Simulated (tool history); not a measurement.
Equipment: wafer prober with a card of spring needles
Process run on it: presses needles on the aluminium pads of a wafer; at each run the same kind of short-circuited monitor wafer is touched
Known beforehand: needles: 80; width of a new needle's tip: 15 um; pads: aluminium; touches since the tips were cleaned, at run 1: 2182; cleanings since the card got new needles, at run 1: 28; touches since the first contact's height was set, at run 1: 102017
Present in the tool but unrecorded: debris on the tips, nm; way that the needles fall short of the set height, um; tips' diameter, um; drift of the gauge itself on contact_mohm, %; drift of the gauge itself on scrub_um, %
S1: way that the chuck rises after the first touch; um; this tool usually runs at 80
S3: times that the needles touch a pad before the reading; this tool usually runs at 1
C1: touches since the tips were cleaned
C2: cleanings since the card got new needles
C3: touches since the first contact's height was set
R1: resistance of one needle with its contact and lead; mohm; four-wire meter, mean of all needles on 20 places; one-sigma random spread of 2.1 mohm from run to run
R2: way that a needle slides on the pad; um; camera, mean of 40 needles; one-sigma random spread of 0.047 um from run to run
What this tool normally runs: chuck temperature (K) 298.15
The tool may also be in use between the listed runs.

{"run": 1, "hour": 0.0, "S1": 80, "chuck temperature (K)": 298.15, "S3": 1, "C1": 2182, "C2": 28, "C3": 102017, "R1": 250, "R2": 11.79}
{"hour": 3.3, "done": "tips cleaned on abrasive film"}
{"hour": 11.7, "done": "tips cleaned on abrasive film"}
{"run": 2, "hour": 11.7, "S1": 80, "chuck temperature (K)": 298.15, "S3": 1, "C1": 0, "C2": 30, "C3": 106153, "R1": 231, "R2": 11.75}
{"hour": 20.9, "done": "tips cleaned on abrasive film"}
{"run": 3, "hour": 23.3, "S1": 80, "chuck temperature (K)": 298.15, "S3": 1, "C1": 850, "C2": 31, "C3": 110253, "R1": 242, "R2": 11.85}
{"run": 4, "hour": 28.7, "S1": 80, "chuck temperature (K)": 332.15, "S3": 1, "C1": 2786, "C2": 31, "C3": 112189, "R1": 267, "R2": 11.83}
{"hour": 29.5, "done": "tips cleaned on abrasive film"}
{"hour": 38.1, "done": "tips cleaned on abrasive film"}
{"run": 5, "hour": 40.2, "S1": 80, "chuck temperature (K)": 332.15, "S3": 1, "C1": 763, "C2": 33, "C3": 116263, "R1": 255, "R2": 11.72}
{"hour": 47.3, "done": "tips cleaned on abrasive film"}
{"run": 6, "hour": 47.5, "S1": 80, "chuck temperature (K)": 332.15, "S3": 1, "C1": 66, "C2": 34, "C3": 118825, "R1": 248, "R2": 11.69}
{"hour": 56.1, "done": "tips cleaned on abrasive film"}
{"run": 7, "hour": 59.2, "S1": 80, "chuck temperature (K)": 348.15, "S3": 1, "C1": 1102, "C2": 35, "C3": 122981, "R1": 263, "R2": 11.72}
{"hour": 64.7, "done": "tips cleaned on abrasive film"}
{"run": 8, "hour": 66.4, "S1": 80, "chuck temperature (K)": 348.15, "S3": 1, "C1": 602, "C2": 36, "C3": 125535, "R1": 254, "R2": 11.71}
{"run": 9, "hour": 72.5, "S1": 80, "chuck temperature (K)": 348.15, "S3": 1, "C1": 2793, "C2": 36, "C3": 127726, "R1": 267, "R2": 11.65}
{"hour": 73.3, "done": "tips cleaned on abrasive film"}
{"run": 10, "hour": 80.9, "S1": 80, "chuck temperature (K)": 300.15, "S3": 1, "C1": 2747, "C2": 37, "C3": 130709, "R1": 262, "R2": 11.69}
{"hour": 82.0, "done": "tips cleaned on abrasive film"}
{"run": 11, "hour": 90.3, "S1": 80, "chuck temperature (K)": 334.15, "S3": 1, "C1": 2962, "C2": 38, "C3": 134027, "R1": 266, "R2": 11.65}
{"hour": 91.5, "done": "tips cleaned on abrasive film"}
{"run": 12, "hour": 96.4, "S1": 68, "chuck temperature (K)": 320.15, "S3": 1, "C1": 1772, "C2": 39, "C3": 136187, "R1": 263, "R2": 9.91}
{"hour": 100.2, "done": "tips cleaned on abrasive film"}
{"run": 13, "hour": 102.7, "S1": 68, "chuck temperature (K)": 320.15, "S3": 1, "C1": 912, "C2": 40, "C3": 138397, "R1": 259, "R2": 9.8}
{"hour": 109.2, "done": "tips cleaned on abrasive film"}
{"run": 14, "hour": 111.8, "S1": 80, "chuck temperature (K)": 302.15, "S3": 3, "C1": 918, "C2": 41, "C3": 141619, "R1": 242, "R2": 11.67}
{"hour": 118.0, "done": "tips cleaned on abrasive film"}
{"run": 15, "hour": 124.0, "S1": 69, "chuck temperature (K)": 340.15, "S3": 3, "C1": 2161, "C2": 42, "C3": 145976, "R1": 253, "R2": 9.96}
{"hour": 127.1, "done": "tips cleaned on abrasive film"}
{"run": 16, "hour": 129.3, "S1": 69, "chuck temperature (K)": 340.15, "S3": 3, "C1": 800, "C2": 43, "C3": 147833, "R1": 252, "R2": 9.97}
{"hour": 136.0, "done": "tips cleaned on abrasive film"}
{"run": 17, "hour": 137.2, "S1": 93, "chuck temperature (K)": 348.15, "S3": 3, "C1": 403, "C2": 44, "C3": 150608, "R1": 242, "R2": 13.61}
{"hour": 144.8, "done": "tips cleaned on abrasive film"}
{"run": 18, "hour": 147.8, "S1": 93, "chuck temperature (K)": 348.15, "S3": 3, "C1": 1069, "C2": 45, "C3": 154372, "R1": 252, "R2": 13.51}
{"hour": 154.1, "done": "tips cleaned on abrasive film"}
{"run": 19, "hour": 157.0, "S1": 96, "chuck temperature (K)": 356.15, "S3": 1, "C1": 1012, "C2": 46, "C3": 157630, "R1": 255, "R2": 14.07}
{"hour": 162.7, "done": "tips cleaned on abrasive film"}
{"run": 20, "hour": 163.8, "S1": 84, "chuck temperature (K)": 353.15, "S3": 1, "C1": 422, "C2": 47, "C3": 160064, "R1": 255, "R2": 12.17}

Describe how what the log doesn't record of the tool's condition differs between the last listed run preceding each entry between runs and the first listed run following it.
Runs 1 to 2: tips cleaned on abrasive film (hour 3.3); tips cleaned on abrasive film (hour 11.7)
  debris on the tips, nm: 80.3 -> 5.3; way that the needles fall short of the set height, um: 1.53 -> 1.62; tips' diameter, um: 15.53 -> 15.57
  the result without the hidden state subtracted from the measured one, R1: +21 -> +1 mohm; R2: -0.23 -> -0.24 um
Runs 2 to 3: tips cleaned on abrasive film (hour 20.9)
  debris on the tips, nm: 5.3 -> 35.9; way that the needles fall short of the set height, um: 1.62 -> 1.68; tips' diameter, um: 15.57 -> 15.59
  the result without the hidden state subtracted from the measured one, R1: +1 -> +9 mohm; R2: -0.24 -> -0.26 um
Runs 4 to 5: tips cleaned on abrasive film (hour 29.5); tips cleaned on abrasive film (hour 38.1)
  debris on the tips, nm: 91.6 -> 36.8; way that the needles fall short of the set height, um: 1.68 -> 1.79; tips' diameter, um: 15.59 -> 15.63
  the result without the hidden state subtracted from the measured one, R1: +23 -> +10 mohm; R2: -0.26 -> -0.26 um
Runs 5 to 6: tips cleaned on abrasive film (hour 47.3)
  debris on the tips, nm: 36.8 -> 8.6; way that the needles fall short of the set height, um: 1.79 -> 1.86; tips' diameter, um: 15.63 -> 15.65
  the result without the hidden state subtracted from the measured one, R1: +10 -> +3 mohm; R2: -0.26 -> -0.28 um
Runs 6 to 7: tips cleaned on abrasive film (hour 56.1)
  debris on the tips, nm: 8.6 -> 52.6; way that the needles fall short of the set height, um: 1.86 -> 1.92; tips' diameter, um: 15.65 -> 15.67
  the result without the hidden state subtracted from the measured one, R1: +3 -> +13 mohm; R2: -0.28 -> -0.29 um
Runs 7 to 8: tips cleaned on abrasive film (hour 64.7)
  debris on the tips, nm: 52.6 -> 34.8; way that the needles fall short of the set height, um: 1.92 -> 1.98; tips' diameter, um: 15.67 -> 15.69
  the result without the hidden state subtracted from the measured one, R1: +13 -> +9 mohm; R2: -0.29 -> -0.3 um
Runs 9 to 10: tips cleaned on abrasive film (hour 73.3)
  debris on the tips, nm: 93.5 -> 90.8; way that the needles fall short of the set height, um: 1.98 -> 2.05; tips' diameter, um: 15.69 -> 15.72
  the result without the hidden state subtracted from the measured one, R1: +22 -> +24 mohm; R2: -0.3 -> -0.3 um
Runs 10 to 11: tips cleaned on abrasive film (hour 82)
  debris on the tips, nm: 90.8 -> 95.9; way that the needles fall short of the set height, um: 2.05 -> 2.1; tips' diameter, um: 15.72 -> 15.74
  the result without the hidden state subtracted from the measured one, R1: +24 -> +24 mohm; R2: -0.3 -> -0.31 um
Runs 11 to 12: tips cleaned on abrasive film (hour 91.5)
  debris on the tips, nm: 95.9 -> 64.2; way that the needles fall short of the set height, um: 2.1 -> 2.16; tips' diameter, um: 15.74 -> 15.76
  the result without the hidden state subtracted from the measured one, R1: +24 -> +22 mohm; R2: -0.31 -> -0.33 um
Runs 12 to 13: tips cleaned on abrasive film (hour 100.2)
  debris on the tips, nm: 64.2 -> 43.9; way that the needles fall short of the set height, um: 2.16 -> 2.22; tips' diameter, um: 15.76 -> 15.78
  the result without the hidden state subtracted from the measured one, R1: +22 -> +15 mohm; R2: -0.33 -> -0.33 um
Runs 13 to 14: tips cleaned on abrasive film (hour 109.2)
  debris on the tips, nm: 43.9 -> 41.7; way that the needles fall short of the set height, um: 2.22 -> 2.28; tips' diameter, um: 15.78 -> 15.8
  the result without the hidden state subtracted from the measured one, R1: +15 -> +5 mohm; R2: -0.33 -> -0.34 um
Runs 14 to 15: tips cleaned on abrasive film (hour 118)
  debris on the tips, nm: 41.7 -> 71; way that the needles fall short of the set height, um: 2.28 -> 2.35; tips' diameter, um: 15.8 -> 15.82
  the result without the hidden state subtracted from the measured one, R1: +5 -> +9 mohm; R2: -0.34 -> -0.35 um
Runs 15 to 16: tips cleaned on abrasive film (hour 127.1)
  debris on the tips, nm: 71 -> 37; way that the needles fall short of the set height, um: 2.35 -> 2.42; tips' diameter, um: 15.82 -> 15.85
  the result without the hidden state subtracted from the measured one, R1: +9 -> +5 mohm; R2: -0.35 -> -0.36 um
Runs 16 to 17: tips cleaned on abrasive film (hour 136)
  debris on the tips, nm: 37 -> 21.1; way that the needles fall short of the set height, um: 2.42 -> 2.47; tips' diameter, um: 15.85 -> 15.86
  the result without the hidden state subtracted from the measured one, R1: +5 -> +2 mohm; R2: -0.36 -> -0.37 um
Runs 17 to 18: tips cleaned on abrasive film (hour 144.8)
  debris on the tips, nm: 21.1 -> 50.5; way that the needles fall short of the set height, um: 2.47 -> 2.54; tips' diameter, um: 15.86 -> 15.89
  the result without the hidden state subtracted from the measured one, R1: +2 -> +5 mohm; R2: -0.37 -> -0.38 um
Runs 18 to 19: tips cleaned on abrasive film (hour 154.1)
  debris on the tips, nm: 50.5 -> 43.5; way that the needles fall short of the set height, um: 2.54 -> 2.58; tips' diameter, um: 15.89 -> 15.9
  the result without the hidden state subtracted from the measured one, R1: +5 -> +9 mohm; R2: -0.38 -> -0.39 um
Runs 19 to 20: tips cleaned on abrasive film (hour 162.7)
  debris on the tips, nm: 43.5 -> 26.9; way that the needles fall short of the set height, um: 2.58 -> 2.64; tips' diameter, um: 15.9 -> 15.92
  the result without the hidden state subtracted from the measured one, R1: +9 -> +7 mohm; R2: -0.39 -> -0.4 um
